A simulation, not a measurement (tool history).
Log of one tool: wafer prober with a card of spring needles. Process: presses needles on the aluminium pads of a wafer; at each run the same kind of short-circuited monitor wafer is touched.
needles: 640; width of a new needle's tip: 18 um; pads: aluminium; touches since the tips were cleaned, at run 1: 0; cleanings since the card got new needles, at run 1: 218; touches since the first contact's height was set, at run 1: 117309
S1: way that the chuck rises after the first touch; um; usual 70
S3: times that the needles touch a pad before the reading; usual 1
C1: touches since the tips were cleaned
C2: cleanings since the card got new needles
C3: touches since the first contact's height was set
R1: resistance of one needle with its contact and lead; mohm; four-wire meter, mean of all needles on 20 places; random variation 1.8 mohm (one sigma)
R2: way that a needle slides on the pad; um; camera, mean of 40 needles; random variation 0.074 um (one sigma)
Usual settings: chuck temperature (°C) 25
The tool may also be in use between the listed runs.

Run 1, day 0: usual settings; C1 0; C2 218; C3 117309. Result: R1 203 mohm, R2 9.77 um.
At day 0.196: tips cleaned on abrasive film.
At day 0.392: tips cleaned on abrasive film.
Run 2, day 0.5: usual settings; C1 1510; C2 220; C3 124065. Result: R1 285 mohm, R2 9.37 um.
At day 0.579: tips cleaned on abrasive film.
At day 0.738: tips cleaned on abrasive film.
At day 0.896: tips cleaned on abrasive film.
At day 1.088: tips cleaned on abrasive film.
At day 1.283: tips cleaned on abrasive film.
At day 1.338: height of the first contact set anew.
At day 1.492: tips cleaned on abrasive film.
Run 3, day 1.538: usual settings; C1 612; C2 226; C3 2716. Result: R1 237 mohm, R2 10.41 um.
At day 1.654: tips cleaned on abrasive film.
At day 1.85: tips cleaned on abrasive film.
Run 4, day 1.988: usual settings; C1 1862; C2 228; C3 8783. Result: R1 275 mohm, R2 10.41 um.
At day 2.029: tips cleaned on abrasive film.
At day 2.188: tips cleaned on abrasive film.
At day 2.383: tips cleaned on abrasive film.
At day 2.538: tips cleaned on abrasive film.
At day 2.717: tips cleaned on abrasive film.
Run 5, day 2.717: usual settings; C1 0; C2 233; C3 18532. Result: R1 211 mohm, R2 10.34 um.
At day 2.912: tips cleaned on abrasive film.
At day 2.992: tips cleaned on abrasive film, once more.
At day 3.15: tips cleaned on abrasive film.
At day 3.346: tips cleaned on abrasive film.
Run 6, day 3.412: usual settings; C1 949; C2 237; C3 27894. Result: R1 245 mohm, R2 10.21 um.
At day 3.533: tips cleaned on abrasive film.
At day 3.688: tips cleaned on abrasive film.
At day 3.846: tips cleaned on abrasive film.
At day 4.042: tips cleaned on abrasive film.
At day 4.2: tips cleaned on abrasive film.
Run 7, day 4.3: usual settings; C1 1370; C2 242; C3 39782. Result: R1 256 mohm, R2 10.18 um.
At day 4.379: tips cleaned on abrasive film.
At day 4.575: tips cleaned on abrasive film.
At day 4.771: tips cleaned on abrasive film.
Run 8, day 4.896: usual settings; C1 1746; C2 245; C3 47839. Result: R1 275 mohm, R2 10.13 um.
At day 4.938: tips cleaned on abrasive film.
At day 5.096: tips cleaned on abrasive film.
At day 5.292: tips cleaned on abrasive film.
At day 5.45: tips cleaned on abrasive film.
Run 9, day 5.588: usual settings but chuck temperature (°C) 48, S3 2; C1 1910; C2 249; C3 57112. Result: R1 252 mohm, R2 10.09 um.
At day 5.629: tips cleaned on abrasive film.
At day 5.788: tips cleaned on abrasive film.
At day 5.983: tips cleaned on abrasive film.
At day 6.138: tips cleaned on abrasive film.
At day 6.296: tips cleaned on abrasive film.
Run 10, day 6.379: usual settings but chuck temperature (°C) 48, S3 2; C1 1139; C2 254; C3 67719. Result: R1 239 mohm, R2 9.95 um.
At day 6.458: tips cleaned on abrasive film.
At day 6.617: tips cleaned on abrasive film.
At day 6.775: tips cleaned on abrasive film.
At day 6.971: tips cleaned on abrasive film.
Run 11, day 7.117: usual settings but S1 78 um, chuck temperature (°C) 48, S3 2; C1 2020; C2 258; C3 77633. Result: R1 245 mohm, R2 11.27 um.
At day 7.158: tips cleaned on abrasive film.
At day 7.354: tips cleaned on abrasive film.
At day 7.55: tips cleaned on abrasive film.
At day 7.733: tips cleaned on abrasive film.
Run 12, day 7.733: usual settings but S1 78 um, chuck temperature (°C) 48, S3 2; C1 0; C2 262; C3 85907. Result: R1 210 mohm, R2 11.11 um.
At day 7.892: tips cleaned on abrasive film.
At day 8.05: tips cleaned on abrasive film.
Run 13, day 8.162: usual settings but S1 78 um, chuck temperature (°C) 48, S3 2; C1 1554; C2 264; C3 91669. Result: R1 242 mohm, R2 11.18 um.
At day 8.242: tips cleaned on abrasive film.
At day 8.4: tips cleaned on abrasive film.
At day 8.596: tips cleaned on abrasive film.
At day 8.788: tips cleaned on abrasive film.
Run 14, day 8.925: usual settings but S1 59 um; C1 1872; C2 268; C3 101956. Result: R1 333 mohm, R2 8.22 um.

Forecast each of these 3 alternatives for the next run:
At day 8.967: tips cleaned on abrasive film.
At day 9.125: tips cleaned on abrasive film.
At day 9.283: tips cleaned on abrasive film.
At day 9.479: tips cleaned on abrasive film.
Run A, day 9.629: usual settings but chuck temperature (°C) 57; C1 2091; C2 272; C3 111409. Result: R1 ?, R2 ?.
At day 8.967: tips cleaned on abrasive film.
At day 9.125: tips cleaned on abrasive film.
At day 9.283: tips cleaned on abrasive film.
At day 9.479: tips cleaned on abrasive film.
Run B, day 9.629: usual settings but S1 86 um, chuck temperature (°C) 45, S3 2; C1 2091; C2 272; C3 111409. Result: R1 ?, R2 ?.
At day 8.967: tips cleaned on abrasive film.
At day 9.125: tips cleaned on abrasive film.
At day 9.283: tips cleaned on abrasive film.
At day 9.479: tips cleaned on abrasive film.
Run C, day 9.629: usual settings but chuck temperature (°C) 110; C1 2091; C2 272; C3 111409. Result: R1 ?, R2 ?.

run   R1    R2
  A  305  9.73
  B  240  12.1
  C  313   9.8
Without the tool's hidden state the same runs would have given:
run   R1     R2
  A  195  10.45
  B  190  12.81
  C  208  10.52

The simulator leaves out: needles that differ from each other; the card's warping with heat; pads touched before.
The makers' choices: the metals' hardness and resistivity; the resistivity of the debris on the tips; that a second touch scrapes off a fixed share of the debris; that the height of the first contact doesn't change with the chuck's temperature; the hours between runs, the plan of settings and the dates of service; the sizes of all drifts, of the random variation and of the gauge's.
